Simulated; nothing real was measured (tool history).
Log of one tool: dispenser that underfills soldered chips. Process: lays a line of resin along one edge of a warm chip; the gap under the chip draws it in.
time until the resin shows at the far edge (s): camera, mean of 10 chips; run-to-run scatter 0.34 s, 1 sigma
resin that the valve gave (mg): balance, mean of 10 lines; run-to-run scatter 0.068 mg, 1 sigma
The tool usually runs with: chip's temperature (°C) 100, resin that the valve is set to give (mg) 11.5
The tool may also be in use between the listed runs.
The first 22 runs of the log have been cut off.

run,hour,chip's temperature (°C),resin that the valve is set to give (mg),hours of work since the syringe was changed,hours of work since the valve was cleaned,hours of work since the stage was calibrated,time until the resin shows at the far edge (s),resin that the valve gave (mg)
# hour 179.9: new syringe of resin
23,180.9,87,14.1,1,58,286,26.3,13.37
24,190.8,90,14.3,8,65,293,32.3,13.59
# hour 192.8: dispensing valve cleaned and set on the balance
# hour 193.9: new syringe of resin
25,201.0,91,11.5,5,6,300,29.0,11.44
# hour 206.9: new syringe of resin
26,211.2,91,11.5,3,13,308,25.4,11.46
27,217.7,93,13.9,8,18,312,29.4,13.70
# hour 219.7: new syringe of resin
28,223.7,101,12.1,3,22,317,17.8,11.95
# hour 232.7: new syringe of resin
29,234.4,101,12.1,1,30,324,16.1,11.86
30,240.7,91,10.7,6,35,329,29.0,10.48
# hour 245.5: new syringe of resin
31,250.9,88,14.0,4,42,337,29.2,13.53
# hour 258.3: new syringe of resin
32,262.3,88,14.0,3,51,345,28.0,13.44
33,269.4,86,13.0,8,56,350,37.1,12.41
# hour 271.3: new syringe of resin
34,274.4,86,13.0,2,60,354,29.2,12.53
# hour 283.5: dispensing valve cleaned and set on the balance
# hour 285.0: new syringe of resin
35,285.2,93,13.8,0,1,361,20.0,13.71

Consider 3 possible next runs. They are alternatives, not a sequence: every one starts from the tool as it was left by run 35. What does each give?
A,292.1,92,14.1,5,6,366,?,?
B,292.1,100,9.9,5,6,366,?,?
C,292.1,101,11.5,5,6,366,?,?

run,time until the resin shows at the far edge (s),resin that the valve gave (mg)
A,25.9,13.99
B,21.4,9.88
C,19.8,11.38
Without the tool's hidden state the same runs would have given:
run,time until the resin shows at the far edge (s),resin that the valve gave (mg)
A,21.1,14.09
B,17.4,9.96
C,16.1,11.46
